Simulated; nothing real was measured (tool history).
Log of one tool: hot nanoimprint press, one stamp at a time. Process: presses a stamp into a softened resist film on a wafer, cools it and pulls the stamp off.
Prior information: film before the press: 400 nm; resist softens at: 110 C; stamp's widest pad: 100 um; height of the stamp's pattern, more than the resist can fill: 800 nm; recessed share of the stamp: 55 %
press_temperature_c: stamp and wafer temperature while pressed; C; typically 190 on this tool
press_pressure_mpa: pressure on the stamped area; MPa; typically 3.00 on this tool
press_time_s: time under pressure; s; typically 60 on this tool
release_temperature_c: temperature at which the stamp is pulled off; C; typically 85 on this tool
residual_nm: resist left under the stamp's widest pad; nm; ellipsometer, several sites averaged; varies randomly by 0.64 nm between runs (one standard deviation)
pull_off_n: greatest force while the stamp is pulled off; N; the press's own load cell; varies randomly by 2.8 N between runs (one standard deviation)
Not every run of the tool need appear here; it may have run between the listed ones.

run   hour  press_temperature_c  press_pressure_mpa  press_time_s  release_temperature_c  residual_nm  pull_off_n
  1    0.0                  190                3.00            60                     85        201.8         195
  2   27.9                  190                3.00            60                     85        202.8         198
  3   66.3                  190                3.00            60                     76        201.2         255
  4  105.9                  190                3.00            60                     85        202.5         198
  5  130.0                  190                3.00            60                     78        203.1         236
  6  168.2                  190                3.00            60                     78        202.2         237
  7  210.3                  190                3.00            60                     78        203.9         241
     248.8  -- plate thermocouple calibrated
  8  254.5                  190                3.00            60                     78        205.1         237
  9  292.9                  190                3.00            60                     85        205.0         197
 10  330.9                  190                3.00            60                     85        205.6         199
 11  350.7                  190                3.00            60                     85        206.0         196
     372.4  -- gauge calibrated
 12  391.9                  190                3.00            60                     85        202.6         198
 13  426.3                  190                3.00            60                     85        203.3         198
 14  460.5                  190                3.00            60                     85        202.0         198
     493.9  -- stamp cleaned and given a new release coat
 15  493.9                  190                3.00            60                     85        204.0         197
 16  532.6                  190                3.00            60                     85        203.2         198
 17  563.8                  191                2.96            60                     85        197.6         196
 18  600.8                  194                4.10            98                     84        125.3         201
 19  635.9                  179                3.00            64                     85        286.3         199
 20  678.2                  179                3.00            64                     85        289.1         197
 21  711.7                  179                3.00            48                     85        307.2         197
 22  756.2                  179                3.00            48                     85        306.6         196
 23  776.6                  202                4.79            77                     85         95.6         194
 24  805.7                  202                4.79            77                     85         96.0         197
 25  836.2                  190                2.03            83                     78        230.3         247
 26  860.0                  182                2.36            35                     71        330.6         280
 27  890.7                  188                2.20            38                     71        290.2         280
 28  932.4                  190                3.00            80                     80        191.9         226
 29  965.8                  185                3.00            54                     89        254.7         170

Forecast each of these 4 alternatives for the next run:
  A  1007.0                  198                3.00            36                     85            ?           ?
  B  1007.0                  194                2.14            60                     85            ?           ?
  C  1007.0                  195                3.00            54                     89            ?           ?
  D  1007.0                  194                3.00            42                     89            ?           ?

run  residual_nm  pull_off_n
  A        190.0         195
  B        219.8         193
  C        183.6         174
  D        205.2         171
Take away the tool's hidden state, keep each run's random variation, and the runs would have read:
run  residual_nm  pull_off_n
  A        182.3         194
  B        211.0         193
  C        176.3         174
  D        197.0         171
